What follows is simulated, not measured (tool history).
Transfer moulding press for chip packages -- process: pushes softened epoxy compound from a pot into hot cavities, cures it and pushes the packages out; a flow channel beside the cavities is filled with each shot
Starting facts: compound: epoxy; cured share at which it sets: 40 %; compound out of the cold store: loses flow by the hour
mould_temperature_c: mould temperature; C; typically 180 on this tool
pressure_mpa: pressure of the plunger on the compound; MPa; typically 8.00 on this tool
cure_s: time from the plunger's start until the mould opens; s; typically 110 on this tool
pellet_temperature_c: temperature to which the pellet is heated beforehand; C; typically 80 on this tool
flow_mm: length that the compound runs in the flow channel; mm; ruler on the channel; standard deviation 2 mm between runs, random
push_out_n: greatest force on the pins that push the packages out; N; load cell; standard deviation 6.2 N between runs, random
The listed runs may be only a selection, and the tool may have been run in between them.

run,day,mould_temperature_c,pressure_mpa,cure_s,pellet_temperature_c,incoming compound's hours out of the cold store,flow_mm,push_out_n
1,0.000,180,8.00,110,80,33.0,663,344
# day 0.258: cavities cleaned with cleaning compound and waxed
# day 2.871: cavities cleaned with cleaning compound and waxed
2,3.292,180,8.00,110,80,21.9,695,280
# day 5.504: cavities cleaned with cleaning compound and waxed
3,5.708,184,8.00,110,80,28.3,655,246
# day 7.633: mould's thermocouples calibrated
# day 8.229: cavities cleaned with cleaning compound and waxed
4,8.971,184,8.00,110,80,30.5,641,260
# day 10.738: cavities cleaned with cleaning compound and waxed
5,10.829,180,8.00,110,73,18.3,692,249
6,12.517,180,8.00,110,73,46.0,605,320
# day 13.283: cavities cleaned with cleaning compound and waxed
# day 15.821: cavities cleaned with cleaning compound and waxed
7,15.912,172,8.00,110,80,45.3,634,376
# day 17.254: plunger's sealing rings changed
8,18.112,172,8.00,110,80,24.9,717,551
# day 18.375: cavities cleaned with cleaning compound and waxed
9,20.654,182,8.00,110,80,9.7,725,319
# day 20.896: cavities cleaned with cleaning compound and waxed
# day 23.408: cavities cleaned with cleaning compound and waxed
10,23.992,180,8.00,128,80,43.9,623,264
11,25.671,180,8.00,128,80,8.1,740,324
# day 26.017: cavities cleaned with cleaning compound and waxed
12,27.800,180,8.00,110,80,18.8,695,350
# day 28.517: cavities cleaned with cleaning compound and waxed
13,30.088,180,7.56,110,80,46.7,591,314
# day 30.962: cavities cleaned with cleaning compound and waxed
14,32.362,188,6.57,122,71,14.6,611,277
# day 33.133: mould's thermocouples calibrated
# day 33.492: cavities cleaned with cleaning compound and waxed
15,34.479,188,6.57,122,71,31.1,561,255
# day 36.200: cavities cleaned with cleaning compound and waxed
16,36.408,188,6.57,122,71,16.9,603,220
# day 36.921: plunger's sealing rings changed
# day 38.942: cavities cleaned with cleaning compound and waxed
17,39.125,176,6.82,91,80,8.1,707,499
18,40.700,176,6.82,91,80,34.9,618,587
# day 41.462: cavities cleaned with cleaning compound and waxed
19,43.104,176,6.82,91,80,24.9,644,609
# day 44.071: cavities cleaned with cleaning compound and waxed
20,46.075,180,8.00,110,77,43.2,621,327
# day 46.529: cavities cleaned with cleaning compound and waxed
21,47.975,174,6.39,110,77,17.7,651,487
# day 49.033: cavities cleaned with cleaning compound and waxed
22,50.371,174,6.39,110,77,40.4,578,447
# day 51.571: cavities cleaned with cleaning compound and waxed
23,52.204,179,6.81,110,80,44.9,571,290
# day 54.121: cavities cleaned with cleaning compound and waxed
24,54.933,178,8.00,95,80,39.7,630,415
# day 56.371: plunger's sealing rings changed
# day 56.683: cavities cleaned with cleaning compound and waxed
25,58.392,172,6.80,95,80,11.4,716,829

Consider 4 possible next runs. They are alternatives, not a sequence: every one starts from the tool as it was left by run 25. What does each give?
# day 58.729: mould's thermocouples calibrated
# day 59.242: cavities cleaned with cleaning compound and waxed
A,61.067,180,8.00,110,80,18.5,?,?
# day 58.729: mould's thermocouples calibrated
# day 59.242: cavities cleaned with cleaning compound and waxed
B,61.067,180,6.10,110,80,34.8,?,?
# day 58.729: mould's thermocouples calibrated
# day 59.242: cavities cleaned with cleaning compound and waxed
C,61.067,180,7.02,134,72,8.4,?,?
# day 58.729: mould's thermocouples calibrated
# day 59.242: cavities cleaned with cleaning compound and waxed
D,61.067,180,8.00,110,86,39.4,?,?

run,flow_mm,push_out_n
A,703,334
B,568,325
C,695,308
D,636,300
The same runs, with their run-to-run variation unchanged, on a tool lacking any hidden condition would have given:
run,flow_mm,push_out_n
A,709,239
B,573,232
C,701,221
D,641,212
